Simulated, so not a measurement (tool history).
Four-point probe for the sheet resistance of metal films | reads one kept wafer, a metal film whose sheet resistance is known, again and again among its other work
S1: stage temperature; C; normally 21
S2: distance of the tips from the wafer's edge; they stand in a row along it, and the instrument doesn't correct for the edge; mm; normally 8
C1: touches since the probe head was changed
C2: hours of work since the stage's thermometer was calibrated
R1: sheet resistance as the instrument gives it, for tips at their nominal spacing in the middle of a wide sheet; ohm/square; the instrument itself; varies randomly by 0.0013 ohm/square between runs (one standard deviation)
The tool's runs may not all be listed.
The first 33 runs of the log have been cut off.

run 34 day=61.925 | S1=27 S2=6 | C1=37767 C2=845 | R1=6.462462
run 35 day=63.779 | S1=34 S2=4 | C1=39501 C2=871 | R1=6.625014
run 36 day=65.646 | S1=18 S2=4 | C1=41243 C2=898 | R1=6.649845
run 37 day=67.412 | S1=21 S2=5 | C1=42897 C2=922 | R1=6.533415
run 38 day=69.908 | S1=30 S2=7 | C1=45227 C2=958 | R1=6.418501
run 39 day=71.246 | S1=32 S2=37 | C1=46477 C2=976 | R1=6.306699
run 40 day=73.438 | S1=32 S2=37 | C1=48527 C2=1007 | R1=6.307738
run 41 day=75.492 | S1=32 S2=37 | C1=50446 C2=1036 | R1=6.308660
run 42 day=76.696 | S1=19 S2=4 | C1=51570 C2=1053 | R1=6.649746
run 43 day=78.975 | S1=30 S2=26 | C1=53698 C2=1085 | R1=6.315384
run 44 day=80.325 | S1=21 S2=65 | C1=54960 C2=1104 | R1=6.320818

Alternative continuations, all from the tool just after run 44; predict every row:
run A day=81.558 | S1=21 S2=16 | C1=56115 C2=1122 | R1=?
run B day=81.558 | S1=18 S2=8 | C1=56115 C2=1122 | R1=?
run C day=81.558 | S1=20 S2=65 | C1=56115 C2=1122 | R1=?
run D day=81.558 | S1=20 S2=3 | C1=56115 C2=1122 | R1=?

run=A R1=6.343272
run=B R1=6.412626
run=C R1=6.326536
run=D R1=6.875563
The same runs, with their run-to-run variation unchanged, on a tool lacking any hidden condition would have given:
run=A R1=6.343114
run=B R1=6.412466
run=C R1=6.326378
run=D R1=6.875393

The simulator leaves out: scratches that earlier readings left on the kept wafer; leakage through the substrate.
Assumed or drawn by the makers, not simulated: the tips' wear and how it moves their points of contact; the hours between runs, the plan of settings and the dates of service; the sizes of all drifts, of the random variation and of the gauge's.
